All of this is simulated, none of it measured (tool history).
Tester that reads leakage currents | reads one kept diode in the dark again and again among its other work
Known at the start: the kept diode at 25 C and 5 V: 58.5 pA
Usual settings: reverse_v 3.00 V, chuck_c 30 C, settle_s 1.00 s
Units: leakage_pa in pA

run,hour,reverse_v,chuck_c,settle_s,leakage_pa
1,0.0,3.00,30,1.00,66.77
2,204.6,3.00,30,0.88,66.47
3,388.6,3.00,30,0.88,62.03
4,516.5,3.00,30,0.88,61.77
5,647.0,3.00,21,1.00,26.59
6,784.3,3.00,21,1.00,25.75
7,965.2,3.00,21,1.00,25.35
8,1146.3,3.00,21,5.92,24.63
9,1343.5,3.00,21,5.92,30.12
10,1581.9,3.00,21,5.92,29.53
11,1709.8,3.00,21,5.92,29.37
12,1840.6,3.00,21,5.92,29.12
13,2030.0,3.00,21,5.92,28.70
14,2229.7,3.00,21,5.92,28.38
15,2340.5,3.00,30,1.00,66.18
16,2462.2,3.00,30,1.00,65.43
17,2570.9,3.00,30,1.00,65.26
18,2704.3,3.00,30,1.00,64.60
19,2935.0,3.00,30,1.00,63.64
20,3126.8,12.31,54,0.48,1159.47
21,3234.1,12.31,54,0.48,1155.73
22,3438.6,1.41,39,1.00,102.70
23,3612.7,2.48,54,9.95,474.28
24,3772.4,2.48,22,9.95,28.70
25,3971.5,7.32,22,9.95,51.24
26,4173.2,9.33,59,1.89,1394.87
27,4402.1,3.00,30,8.41,65.22
28,4505.2,5.01,30,0.41,88.65
29,4734.1,5.01,30,0.41,87.46
30,4929.1,7.75,38,0.38,247.64
31,5155.0,3.05,35,1.00,111.60
32,5342.8,3.00,27,3.83,52.60
33,5445.5,2.01,35,3.83,86.76
34,5593.1,16.41,35,0.51,276.67
35,5807.4,3.20,30,3.63,70.54
36,5950.6,14.21,30,1.24,157.60
37,6176.5,2.17,30,1.26,55.58
38,6402.1,9.42,30,3.00,121.94

Taken out of this log: 6 entries between the listed runs. Where each belongs, and how the hidden state differs across it:
Between runs 2 and 3: chuck's temperature calibrated (hour 322.4)
  stray current of the dirty probe card, pA a volt: 0.16 -> 0.167; current scale over the true one, %: 2.7 -> 2.75; true chuck temperature over the reading, C: -1.19 -> -1.91
  measured less the result without the state, leakage_pa: -5.12 -> -9.27 pA
Between runs 5 and 6: tester calibrated (hour 659.7)
  stray current of the dirty probe card, pA a volt: 0.174 -> 0.179; current scale over the true one, %: 2.82 -> 0.08; true chuck temperature over the reading, C: -2.08 -> -2.17
  measured less the result without the state, leakage_pa: -4.36 -> -5.31 pA
Between runs 8 and 9: chuck's temperature calibrated, once more (hour 1313.6)
  stray current of the dirty probe card, pA a volt: 0.191 -> 0.198; current scale over the true one, %: 0.18 -> 0.23; true chuck temperature over the reading, C: -2.41 -> -0.33
  measured less the result without the state, leakage_pa: -5.82 -> -0.36 pA
Between runs 19 and 20: chuck's temperature calibrated (hour 3031.3)
  stray current of the dirty probe card, pA a volt: 0.25 -> 0.256; current scale over the true one, %: 0.67 -> 0.72; true chuck temperature over the reading, C: -1.45 -> -0.11
  measured less the result without the state, leakage_pa: -7.69 -> +0.84 pA
Between runs 23 and 24: probe card cleaned and baked (hour 3658.6)
  stray current of the dirty probe card, pA a volt: 0.272 -> 0.025; current scale over the true one, %: 0.86 -> 0.9; true chuck temperature over the reading, C: -0.47 -> -0.57
  measured less the result without the state, leakage_pa: -12.92 -> -1.34 pA
Between runs 29 and 30: chuck's temperature calibrated (hour 4750.4)
  stray current of the dirty probe card, pA a volt: 0.056 -> 0.063; current scale over the true one, %: 1.16 -> 1.22; true chuck temperature over the reading, C: -1.21 -> -0.1
  measured less the result without the state, leakage_pa: -8.60 -> +1.14 pA

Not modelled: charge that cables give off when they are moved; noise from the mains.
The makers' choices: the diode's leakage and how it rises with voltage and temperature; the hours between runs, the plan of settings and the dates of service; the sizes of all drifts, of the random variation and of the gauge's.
